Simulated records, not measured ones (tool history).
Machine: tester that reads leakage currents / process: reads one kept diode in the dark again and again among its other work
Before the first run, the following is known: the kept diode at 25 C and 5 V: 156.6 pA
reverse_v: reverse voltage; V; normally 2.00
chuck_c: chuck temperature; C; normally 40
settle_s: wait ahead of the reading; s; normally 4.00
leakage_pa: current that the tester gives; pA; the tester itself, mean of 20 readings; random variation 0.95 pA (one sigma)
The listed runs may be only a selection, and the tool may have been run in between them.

run,hour,reverse_v,chuck_c,settle_s,leakage_pa
1,0.0,2.00,40,4.00,380.36
# hour 72.8: chuck's temperature calibrated
2,249.1,2.00,40,4.00,330.68
3,409.0,2.00,40,4.00,345.89
4,597.2,2.00,40,4.00,363.24
5,708.5,2.00,40,4.00,375.46
# hour 819.6: chuck's temperature calibrated
6,891.2,9.56,40,4.00,811.79
# hour 930.2: probe card cleaned and baked
7,1014.9,9.56,40,4.00,833.75
8,1165.0,2.00,40,4.00,347.40
9,1409.6,2.00,40,4.00,371.54
10,1525.4,2.00,40,4.00,382.57
# hour 1555.1: chuck's temperature calibrated
11,1779.1,3.38,40,4.00,455.30
12,1904.4,3.38,40,0.57,474.67
13,2104.5,4.81,40,0.57,612.87
# hour 2293.1: chuck's temperature calibrated
14,2305.4,2.00,40,4.00,314.96
15,2511.3,18.82,40,0.69,1236.90
16,2747.1,4.90,29,4.00,245.95
17,2870.8,1.10,29,4.00,105.24
18,2989.9,1.06,28,4.00,98.23
# hour 3029.0: chuck's temperature calibrated
19,3202.8,7.75,50,3.66,1532.61
20,3349.7,7.75,50,3.66,1587.30
21,3528.9,1.24,40,0.74,267.75
# hour 3609.8: probe card cleaned and baked
# hour 3772.0: chuck's temperature calibrated
22,3786.1,1.37,37,4.00,200.57
23,3969.1,11.48,40,1.42,931.46
24,4234.4,11.48,40,1.42,994.87
25,4472.9,8.05,51,3.69,1948.58
# hour 4514.1: chuck's temperature calibrated
26,4621.8,14.78,29,3.69,417.76
# hour 4704.3: tester calibrated
27,4793.3,4.93,27,1.46,199.03
28,4977.2,18.09,46,0.77,2037.11

Below are 5 alternative next runs, each starting from the tool's condition after run 28. Predict each:
A,5115.4,12.43,53,0.93,?
B,5115.4,1.06,40,4.00,?
C,5115.4,18.09,46,3.70,?
D,5115.4,2.00,21,0.68,?
E,5115.4,2.18,21,4.00,?

run,leakage_pa
A,2831.68
B,250.05
C,2098.63
D,76.88
E,80.24
With the hidden condition removed and each run's random variation left untouched, the same runs would have given:
run,leakage_pa
A,2483.91
B,216.89
C,1828.16
D,65.22
E,67.93
